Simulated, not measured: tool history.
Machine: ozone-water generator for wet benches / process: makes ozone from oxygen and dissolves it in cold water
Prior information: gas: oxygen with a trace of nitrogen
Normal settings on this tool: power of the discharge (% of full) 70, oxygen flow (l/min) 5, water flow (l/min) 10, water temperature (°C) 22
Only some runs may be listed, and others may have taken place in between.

run     day  power of the discharge (% of full)  oxygen flow (l/min)  water flow (l/min)  water temperature (°C)  dissolved ozone (ppm)  ozone in the gas ahead of the water (g/m3)
  1       0                                  70                    5                  10                      22                   21.8                                       151.4
  2   3.262                                  70                    5                  10                      22                   21.4                                       149.9
  3   5.604                                  59                    5                  10                      22                   18.8                                       131.9
  4   7.671                                  70                    5                  10                      17                   23.9                                       152.4
  5  10.521                                  70                    5                  10                      15                   24.6                                       151.2
  6  13.571                                  88                    5                  10                      22                     26                                       182.4
  7  15.867                                  70                    5                  10                      21                   21.8                                         150
  8  19.142                                  73                    5                  10                      22                   22.1                                       155.3
  9  23.238                                  73                    5                  10                      22                   22.3                                       155.1
 10  27.317                                  73                    5                  10                      22                   22.2                                       154.3
 11  31.221                                  73                    5                  10                      22                   21.9                                       154.6
 12  33.604                                  73                    5                  10                      22                   21.8                                       153.3
 13  37.896                                  73                    5                  10                      22                     22                                       153.2
 14  41.283                                  73                    5                  10                      22                   21.7                                       154.9
 15  44.521                                  73                    5                  10                      22                   21.7                                         154
     44.912  -- contactor cleaned
      47.95  -- water thermometer calibrated
 16  48.333                                  73                    5                  10                      22                     22                                       153.5
 17  52.062                                  73                 6.43                  15                      22                   16.6                                       137.3
 18   55.05                                  73                 6.43                  15                      22                   16.7                                       136.8
     59.812  -- contactor cleaned, once more
 19  59.925                                  73                 6.43                  15                      22                   17.1                                       136.8
 20    63.4                                  57                    5                  15                      22                     14                                       125.7
 21  65.658                                  85                 8.01                  15                      22                   18.9                                         140
 22  69.567                                  70                 3.45                  10                      15                   24.1                                       172.6
 23  72.154                                  63                 3.29                  10                      27                   18.2                                       159.5
 24  75.125                                  63                 3.29                  10                      27                   17.9                                       162.6
 25  78.796                                  69                    5                   7                      22                   25.3                                       143.7
 26    82.9                                  52                    5                  10                      26                   15.2                                       115.3
 27    85.4                                  70                 5.54                  12                      29                   16.2                                       138.8
 28  88.588                                  63                 6.98                  12                      28                   14.9                                         115

What if the next run were any one of these 5? Each begins from the tool's condition after run 28:
  A  91.475                                  70                 8.08                   7                      22                      ?                                           ?
  B  91.475                                  76                 5.42                   8                      22                      ?                                           ?
  C  91.475                                  70                    5                   7                      22                      ?                                           ?
  D  91.475                                  70                    5                  10                      17                      ?                                           ?
  E  91.475                                  48                  6.6                  12                      18                      ?                                           ?

run  dissolved ozone (ppm)  ozone in the gas ahead of the water (g/m3)
  A                   23.1                                       118.4
  B                   25.2                                       147.9
  C                   25.1                                       145.4
  D                   23.3                                       144.1
  E                   14.7                                        95.7
With no hidden state in the tool, these same runs would have given:
run  dissolved ozone (ppm)  ozone in the gas ahead of the water (g/m3)
  A                     25                                       127.1
  B                   27.4                                       159.6
  C                   27.2                                       156.2
  D                   25.2                                       154.7
  E                   15.6                                       100.5
